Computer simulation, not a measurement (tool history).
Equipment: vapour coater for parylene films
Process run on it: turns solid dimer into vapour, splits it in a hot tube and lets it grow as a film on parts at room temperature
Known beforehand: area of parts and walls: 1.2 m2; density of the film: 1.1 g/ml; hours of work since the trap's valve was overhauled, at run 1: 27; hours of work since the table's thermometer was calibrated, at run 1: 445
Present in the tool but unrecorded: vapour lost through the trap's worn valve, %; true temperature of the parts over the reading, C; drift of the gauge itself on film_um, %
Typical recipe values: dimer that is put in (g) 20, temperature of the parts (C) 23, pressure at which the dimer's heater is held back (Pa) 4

run   hour  dimer that is put in (g)  temperature of the parts (C)  pressure at which the dimer's heater is held back (Pa)  hours of work since the trap's valve was overhauled  hours of work since the table's thermometer was calibrated  thickness of the film (µm)
  1      0                        20                            23                                                       4                                                   27                                                         445                       10.02
  2   30.6                        20                            24                                                       4                                                   50                                                         468                        9.97
  3   56.2                        20                            24                                                       4                                                   69                                                         488                        9.74
  4   91.6                        20                            24                                                       4                                                   96                                                         515                         9.7
  5  130.1                        20                            24                                                       4                                                  125                                                         544                        9.79
  6  168.2                        20                            24                                                       4                                                  154                                                         573                         9.6
  7  186.9                        20                            23                                                       4                                                  168                                                         587                        9.77
  8  216.4                        20                            21                                                       4                                                  191                                                         609                        10.2
  9  233.6                        20                            22                                                       4                                                  204                                                         622                        9.89
 10    255                        20                            23                                                       4                                                  220                                                         638                        9.58
 11  286.9                        20                            23                                                       4                                                  244                                                         663                         9.5
 12  317.4                        20                            23                                                       4                                                  267                                                         686                        9.58
 13    343                        23                            23                                                       4                                                  287                                                         705                       10.94
 14  367.3                        20                            23                                                       5                                                  305                                                         724                        8.97
 15    399                        20                            23                                                       5                                                  329                                                         748                        9.04
 16  438.7                        20                            23                                                       5                                                  359                                                         778                        8.92
 17    475                        14                            23                                                    4.13                                                  387                                                         805                        6.45
 18  505.6                         9                            17                                                    4.51                                                  410                                                         828                        4.58
 19  535.1                        29                            17                                                    4.89                                                  432                                                         851                       14.35
 20  563.7                        29                            29                                                    4.35                                                  454                                                         873                       11.73
 21  591.7                        15                            23                                                    3.31                                                  475                                                         894                        7.16
 22  617.7                        15                            23                                                    3.31                                                  495                                                         914                        7.04
 23  640.8                        20                            27                                                    5.34                                                  513                                                         931                         7.9
 24  665.1                        20                            22                                                       4                                                  531                                                         949                         9.1
 25    701                        25                            32                                                    3.42                                                  558                                                         977                         9.7
     712.8  -- trap's valve overhauled
 26  736.8                        25                            32                                                    3.42                                                   18                                                        1001                       10.89
 27  756.5                        25                            32                                                    3.42                                                   33                                                        1016                       10.78
 28    784                        25                            32                                                    3.42                                                   54                                                        1037                       10.85
 29    821                        29                            23                                                    9.19                                                   82                                                        1065                       12.25
 30  851.3                        11                            31                                                    8.35                                                  105                                                        1088                        4.02

Hidden state or all else? Some run-to-run changes of thickness of the film (µm), split into what the settings, what came in and random variation would give without the hidden state, and what is left for the hidden state (with any gauge scatter that isn't in both results):
Run 18 -> 19: dimer that is put in (g) 9 -> 29, pressure at which the dimer's heater is held back (Pa) 4.51 -> 4.89. thickness of the film (µm) +9.77: hidden state -1.05, all else +10.82.
Run 20 -> 21: dimer that is put in (g) 29 -> 15, temperature of the parts (C) 29 -> 23, pressure at which the dimer's heater is held back (Pa) 4.35 -> 3.31. thickness of the film (µm) -4.57: hidden state +0.47, all else -5.04.
Run 25 -> 26: trap's valve overhauled. thickness of the film (µm) +1.19: hidden state +1.18, all else +0.01.
Run 29 -> 30: dimer that is put in (g) 29 -> 11, temperature of the parts (C) 23 -> 31, pressure at which the dimer's heater is held back (Pa) 9.19 -> 8.35. thickness of the film (µm) -8.23: hidden state +0.21, all else -8.44.

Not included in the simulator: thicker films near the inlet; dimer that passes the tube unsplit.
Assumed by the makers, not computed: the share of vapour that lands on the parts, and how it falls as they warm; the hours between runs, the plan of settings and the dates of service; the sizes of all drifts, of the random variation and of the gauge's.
